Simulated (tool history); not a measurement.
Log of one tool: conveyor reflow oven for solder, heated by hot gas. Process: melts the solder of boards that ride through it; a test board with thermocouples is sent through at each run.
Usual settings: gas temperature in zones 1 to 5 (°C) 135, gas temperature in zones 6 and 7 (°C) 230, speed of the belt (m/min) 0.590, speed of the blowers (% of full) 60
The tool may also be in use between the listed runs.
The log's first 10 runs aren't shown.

| run | day | gas temperature in zones 1 to 5 (°C) | gas temperature in zones 6 and 7 (°C) | speed of the belt (m/min) | speed of the blowers (% of full) | hours of work since the flux was cleaned out | hours of work since the belt drive was overhauled | hours of work since the thermocouples were changed | highest temperature of the board (°C) | time above the solder's melting point (s) |
|---|---|---|---|---|---|---|---|---|---|---|
| 11 | 26.467 | 135 | 220 | 0.590 | 89 | 309 | 1054 | 507 | 208.5 | 47.8 |
| 12 | 29.896 | 135 | 220 | 0.590 | 89 | 348 | 1094 | 547 | 208.3 | 47.9 |
| 13 | 32.762 | 135 | 220 | 0.590 | 89 | 382 | 1127 | 580 | 208.6 | 47.8 |
| 14 | 35.188 | 135 | 220 | 0.590 | 89 | 410 | 1155 | 608 | 208.6 | 47.8 |
| 15 | 37.950 | 135 | 230 | 0.590 | 60 | 442 | 1188 | 640 | 210.8 | 47.3 |
| 16 | 40.088 | 135 | 230 | 0.590 | 60 | 467 | 1212 | 665 | 210.5 | 48.0 |
|  | 41.404 | flux residue cleaned out of gas plates and filters |
| 17 | 41.796 | 136 | 233 | 0.590 | 60 | 5 | 1230 | 682 | 214.4 | 51.6 |
| 18 | 44.950 | 136 | 233 | 0.590 | 60 | 41 | 1266 | 719 | 214.4 | 52.0 |
| 19 | 47.004 | 136 | 233 | 0.590 | 60 | 65 | 1290 | 743 | 214.3 | 51.4 |
|  | 48.958 | thermocouples of zones 6 and 7 changed |
| 20 | 50.646 | 123 | 234 | 0.655 | 60 | 106 | 1331 | 20 | 206.2 | 35.8 |
| 21 | 54.029 | 123 | 234 | 0.655 | 60 | 145 | 1370 | 59 | 206.2 | 35.3 |
| 22 | 56.271 | 135 | 228 | 0.590 | 57 | 171 | 1396 | 85 | 207.3 | 44.3 |
| 23 | 59.142 | 135 | 230 | 0.590 | 88 | 205 | 1430 | 118 | 216.2 | 54.3 |
| 24 | 62.338 | 129 | 225 | 0.515 | 68 | 242 | 1467 | 155 | 210.7 | 55.2 |
| 25 | 65.450 | 121 | 237 | 0.519 | 58 | 278 | 1503 | 191 | 217.0 | 57.2 |
| 26 | 67.250 | 135 | 218 | 0.677 | 60 | 299 | 1524 | 212 | 194.9 | 23.9 |
| 27 | 70.529 | 131 | 218 | 0.677 | 60 | 337 | 1562 | 250 | 193.8 | 21.6 |
| 28 | 72.983 | 127 | 234 | 0.514 | 55 | 365 | 1590 | 278 | 214.7 | 57.1 |
| 29 | 74.662 | 149 | 230 | 0.588 | 68 | 384 | 1610 | 298 | 214.5 | 57.9 |
| 30 | 77.633 | 135 | 230 | 0.590 | 62 | 419 | 1644 | 332 | 210.1 | 47.8 |

4 ways to go on from here, each from the tool as it stands after run 30. What would each give?
| A | 79.271 | 135 | 230 | 0.612 | 60 | 438 | 1663 | 351 | ? | ? |
| B | 79.271 | 135 | 236 | 0.703 | 60 | 438 | 1663 | 351 | ? | ? |
| C | 79.271 | 135 | 230 | 0.600 | 62 | 438 | 1663 | 351 | ? | ? |
| D | 79.271 | 129 | 236 | 0.692 | 62 | 438 | 1663 | 351 | ? | ? |

| run | highest temperature of the board (°C) | time above the solder's melting point (s) |
|---|---|---|
| A | 208.1 | 44.2 |
| B | 207.5 | 36.1 |
| C | 209.3 | 46.8 |
| D | 207.3 | 35.6 |
Without the tool's hidden state the same runs would have given:
| run | highest temperature of the board (°C) | time above the solder's melting point (s) |
|---|---|---|
| A | 208.1 | 42.3 |
| B | 207.5 | 34.5 |
| C | 209.3 | 44.8 |
| D | 207.3 | 34.1 |
